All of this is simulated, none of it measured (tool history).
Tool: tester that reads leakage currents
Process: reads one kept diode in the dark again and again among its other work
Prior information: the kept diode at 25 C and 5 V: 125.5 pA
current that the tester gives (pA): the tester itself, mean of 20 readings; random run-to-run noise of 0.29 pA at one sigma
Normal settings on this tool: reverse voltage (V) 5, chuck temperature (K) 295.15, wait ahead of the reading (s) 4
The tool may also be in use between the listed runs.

run     day  reverse voltage (V)  chuck temperature (K)  wait ahead of the reading (s)  current that the tester gives (pA)
  1       0                    5                 295.15                              4                              104.73
  2   9.458                    5                 295.15                              4                               105.3
  3  16.008                    5                 295.15                              4                              106.53
  4  24.862                    5                 295.15                              4                              108.08
  5  31.379                    5                 295.15                              4                              109.52
  6  37.738                    5                 295.15                              4                              109.94
  7  47.704                    5                 295.15                              4                              111.76
  8    55.5                    5                 295.15                              4                              113.06
  9  66.154                 3.33                 314.15                           6.83                              526.76
 10  77.038                15.55                 303.15                           0.34                              372.31
 11   86.15                  6.6                 295.15                           1.73                              130.42
 12  92.021                  9.4                 320.15                           3.61                             1276.19
 13  99.092                 3.37                 327.15                           4.16                             1547.41

Run 14 comes next. What will it give?
 14  110.375                 3.37                 316.15                            2.2                                   ?

current that the tester gives (pA): 649.56
With the hidden condition absent and the run-to-run variation left alone, this run would have shown current that the tester gives (pA) 540.25.

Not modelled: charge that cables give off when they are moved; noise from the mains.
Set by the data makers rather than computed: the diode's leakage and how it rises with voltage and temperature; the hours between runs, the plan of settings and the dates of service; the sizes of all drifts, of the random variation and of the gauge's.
